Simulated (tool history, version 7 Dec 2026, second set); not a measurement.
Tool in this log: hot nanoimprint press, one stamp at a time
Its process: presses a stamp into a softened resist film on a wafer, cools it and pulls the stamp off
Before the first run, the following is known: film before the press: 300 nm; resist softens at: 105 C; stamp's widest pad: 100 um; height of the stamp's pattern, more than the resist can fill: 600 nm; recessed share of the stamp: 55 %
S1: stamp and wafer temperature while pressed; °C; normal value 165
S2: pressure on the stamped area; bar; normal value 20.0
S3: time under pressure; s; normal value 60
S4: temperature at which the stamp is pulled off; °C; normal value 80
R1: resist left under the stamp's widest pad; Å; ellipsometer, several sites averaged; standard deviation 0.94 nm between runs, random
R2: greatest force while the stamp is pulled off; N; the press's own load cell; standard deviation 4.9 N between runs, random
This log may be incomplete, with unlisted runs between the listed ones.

Run 1, day 0.000: usual settings. Result: R1 1295 Å, R2 316 N.
Run 2, day 1.629: usual settings but S2 20.7 bar. Result: R1 1270 Å, R2 297 N.
Run 3, day 3.242: usual settings. Result: R1 1275 Å, R2 297 N.
Run 4, day 4.129: usual settings but S3 69 s. Result: R1 1218 Å, R2 308 N.
Run 5, day 5.388: usual settings but S3 69 s. Result: R1 1222 Å, R2 313 N.
Run 6, day 7.142: usual settings but S4 72 °C. Result: R1 1270 Å, R2 373 N.
Run 7, day 8.671: usual settings but S4 72 °C. Result: R1 1280 Å, R2 352 N.
Run 8, day 9.742: usual settings but S4 72 °C. Result: R1 1260 Å, R2 351 N.
Run 9, day 11.267: usual settings but S2 15.2 bar. Result: R1 1410 Å, R2 337 N.
Run 10, day 12.096: usual settings. Result: R1 1270 Å, R2 334 N.
Run 11, day 13.779: usual settings. Result: R1 1239 Å, R2 346 N.
Run 12, day 15.533: usual settings but S2 15.7 bar. Result: R1 1387 Å, R2 343 N.
At day 16.638: stamp cleaned and given a new release coat.
Run 13, day 17.150: usual settings but S2 15.7 bar. Result: R1 1386 Å, R2 238 N.
At day 17.371: plate thermocouple calibrated.
Run 14, day 18.438: usual settings. Result: R1 1164 Å, R2 235 N.
Run 15, day 20.054: usual settings. Result: R1 1177 Å, R2 237 N.
Run 16, day 21.425: usual settings. Result: R1 1175 Å, R2 249 N.
Run 17, day 22.696: usual settings but S1 155 °C, S2 19.7 bar, S4 69 °C. Result: R1 1995 Å, R2 286 N.
At day 23.917: plate thermocouple calibrated, once more.
Run 18, day 24.417: usual settings but S1 175 °C, S2 27.1 bar, S3 42 s, S4 86 °C. Result: R1 770 Å, R2 235 N.
Run 19, day 25.938: usual settings but S1 175 °C, S2 27.1 bar, S3 42 s, S4 86 °C. Result: R1 756 Å, R2 236 N.
Run 20, day 27.471: usual settings but S2 28.7 bar, S4 81 °C. Result: R1 1139 Å, R2 254 N.
Run 21, day 29.233: usual settings but S2 16.1 bar, S4 68 °C. Result: R1 1488 Å, R2 321 N.
Run 22, day 30.279: usual settings but S1 164 °C, S2 16.1 bar, S3 80 s, S4 68 °C. Result: R1 1421 Å, R2 312 N.
Run 23, day 32.217: usual settings but S2 17.9 bar, S4 75 °C. Result: R1 1424 Å, R2 291 N.
Run 24, day 33.658: usual settings but S2 17.9 bar, S4 75 °C. Result: R1 1408 Å, R2 305 N.
Run 25, day 35.438: usual settings but S2 17.9 bar, S4 75 °C. Result: R1 1392 Å, R2 299 N.
Run 26, day 36.583: usual settings but S2 16.8 bar, S3 68 s, S4 75 °C. Result: R1 1369 Å, R2 301 N.
Run 27, day 37.458: usual settings but S2 16.8 bar, S3 68 s, S4 75 °C. Result: R1 1359 Å, R2 306 N.
At day 38.492: press's hydraulic seals changed and the load cell set to zero.
Run 28, day 39.067: usual settings but S2 16.8 bar, S3 68 s, S4 75 °C. Result: R1 1337 Å, R2 325 N.
Run 29, day 41.004: usual settings but S1 163 °C, S3 43 s, S4 74 °C. Result: R1 1616 Å, R2 314 N.

Here are 3 independent what-if runs from the current tool condition. What would each one return?
Run A, day 42.550: usual settings but S3 96 s. Result: R1 ?, R2 ?.
Run B, day 42.550: usual settings but S1 172 °C, S2 19.6 bar, S4 77 °C. Result: R1 ?, R2 ?.
Run C, day 42.550: usual settings but S4 82 °C. Result: R1 ?, R2 ?.

run    R1   R2
  A  1056  290
  B   862  303
  C  1257  279
What these runs would have given with no unlogged condition in the tool:
run    R1   R2
  A  1108  236
  B   902  246
  C  1315  227

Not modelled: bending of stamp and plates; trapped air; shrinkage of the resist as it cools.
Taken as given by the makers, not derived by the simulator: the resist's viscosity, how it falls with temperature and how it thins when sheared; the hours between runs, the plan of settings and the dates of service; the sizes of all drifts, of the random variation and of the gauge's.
